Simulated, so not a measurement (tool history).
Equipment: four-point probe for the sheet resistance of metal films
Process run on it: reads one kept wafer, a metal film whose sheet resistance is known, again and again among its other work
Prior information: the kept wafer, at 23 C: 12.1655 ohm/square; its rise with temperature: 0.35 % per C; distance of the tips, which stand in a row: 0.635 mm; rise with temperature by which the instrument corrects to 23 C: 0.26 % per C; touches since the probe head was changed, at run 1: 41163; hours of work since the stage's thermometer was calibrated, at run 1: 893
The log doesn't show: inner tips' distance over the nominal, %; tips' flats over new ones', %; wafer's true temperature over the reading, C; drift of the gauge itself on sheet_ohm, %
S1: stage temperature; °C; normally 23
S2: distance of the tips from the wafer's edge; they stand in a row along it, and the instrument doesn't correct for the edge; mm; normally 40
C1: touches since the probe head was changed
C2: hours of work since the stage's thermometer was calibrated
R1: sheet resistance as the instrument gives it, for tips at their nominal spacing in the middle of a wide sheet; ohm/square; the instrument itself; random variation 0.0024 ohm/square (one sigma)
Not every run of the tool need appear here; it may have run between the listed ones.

{"run": 1, "hour": 0.0, "S1": 23, "S2": 40, "C1": 41163, "C2": 893, "R1": 12.079152}
{"run": 2, "hour": 57.5, "S1": 23, "S2": 40, "C1": 44470, "C2": 932, "R1": 12.075397}
{"run": 3, "hour": 113.6, "S1": 23, "S2": 40, "C1": 47700, "C2": 970, "R1": 12.077305}
{"run": 4, "hour": 170.6, "S1": 23, "S2": 40, "C1": 50977, "C2": 1008, "R1": 12.076177}
{"run": 5, "hour": 224.7, "S1": 23, "S2": 40, "C1": 54089, "C2": 1045, "R1": 12.066061}
{"run": 6, "hour": 287.0, "S1": 20, "S2": 40, "C1": 57673, "C2": 1087, "R1": 12.028392}
{"run": 7, "hour": 331.9, "S1": 23, "S2": 40, "C1": 60252, "C2": 1118, "R1": 12.055112}
{"run": 8, "hour": 400.6, "S1": 23, "S2": 40, "C1": 64204, "C2": 1164, "R1": 12.051592}
{"run": 9, "hour": 437.8, "S1": 23, "S2": 40, "C1": 66345, "C2": 1189, "R1": 12.049979}
{"run": 10, "hour": 492.6, "S1": 23, "S2": 40, "C1": 69496, "C2": 1227, "R1": 12.046491}
{"run": 11, "hour": 531.9, "S1": 23, "S2": 40, "C1": 71759, "C2": 1253, "R1": 12.042739}
{"run": 12, "hour": 590.7, "S1": 23, "S2": 40, "C1": 75143, "C2": 1293, "R1": 12.044512}
{"run": 13, "hour": 654.6, "S1": 23, "S2": 40, "C1": 78815, "C2": 1336, "R1": 12.039648}
{"run": 14, "hour": 690.3, "S1": 23, "S2": 40, "C1": 80871, "C2": 1361, "R1": 12.036827}
{"run": 15, "hour": 724.6, "S1": 23, "S2": 40, "C1": 82843, "C2": 1384, "R1": 12.034025}
{"run": 16, "hour": 782.3, "S1": 23, "S2": 40, "C1": 86164, "C2": 1423, "R1": 12.028092}
{"run": 17, "hour": 828.1, "S1": 26, "S2": 40, "C1": 88799, "C2": 1454, "R1": 12.059339}
{"run": 18, "hour": 894.6, "S1": 26, "S2": 40, "C1": 92621, "C2": 1499, "R1": 12.054876}
{"run": 19, "hour": 954.4, "S1": 26, "S2": 40, "C1": 96064, "C2": 1540, "R1": 12.050226}
{"hour": 960.5, "done": "new probe head fitted"}
{"run": 20, "hour": 991.1, "S1": 26, "S2": 40, "C1": 1755, "C2": 1564, "R1": 12.200895}
{"run": 21, "hour": 1026.2, "S1": 23, "S2": 3, "C1": 3776, "C2": 1588, "R1": 12.447253}
{"hour": 1031.5, "done": "stage's thermometer calibrated"}
{"run": 22, "hour": 1077.6, "S1": 34, "S2": 9, "C1": 6705, "C2": 31, "R1": 12.301301}
{"run": 23, "hour": 1138.5, "S1": 29, "S2": 10, "C1": 10205, "C2": 73, "R1": 12.239895}
{"run": 24, "hour": 1176.0, "S1": 22, "S2": 20, "C1": 12363, "C2": 98, "R1": 12.140812}
{"run": 25, "hour": 1241.0, "S1": 23, "S2": 7, "C1": 16105, "C2": 142, "R1": 12.199616}
{"run": 26, "hour": 1274.8, "S1": 22, "S2": 24, "C1": 18046, "C2": 165, "R1": 12.139085}
{"hour": 1282.1, "done": "stage's thermometer calibrated, once more"}
{"run": 27, "hour": 1325.1, "S1": 29, "S2": 4, "C1": 20910, "C2": 29, "R1": 12.375161}
{"run": 28, "hour": 1360.1, "S1": 29, "S2": 4, "C1": 22928, "C2": 53, "R1": 12.369416}
{"run": 29, "hour": 1390.7, "S1": 19, "S2": 16, "C1": 24685, "C2": 74, "R1": 12.104022}
{"run": 30, "hour": 1420.4, "S1": 21, "S2": 5, "C1": 26393, "C2": 94, "R1": 12.220553}
{"run": 31, "hour": 1477.6, "S1": 21, "S2": 25, "C1": 29687, "C2": 133, "R1": 12.117021}
{"run": 32, "hour": 1516.7, "S1": 28, "S2": 40, "C1": 31932, "C2": 159, "R1": 12.189085}
{"run": 33, "hour": 1569.6, "S1": 31, "S2": 55, "C1": 34977, "C2": 195, "R1": 12.214969}
{"run": 34, "hour": 1599.2, "S1": 23, "S2": 3, "C1": 36679, "C2": 215, "R1": 12.411474}
{"run": 35, "hour": 1658.4, "S1": 29, "S2": 65, "C1": 40082, "C2": 255, "R1": 12.190924}

Run 36 is up next; what results do you expect?
{"run": 36, "hour": 1708.9, "S1": 18, "S2": 3, "C1": 42987, "C2": 289, "R1": "?"}

R1: 12.349723 ohm/square
Minus the tool's unlogged condition, the same run would have read R1 12.398503 ohm/square.
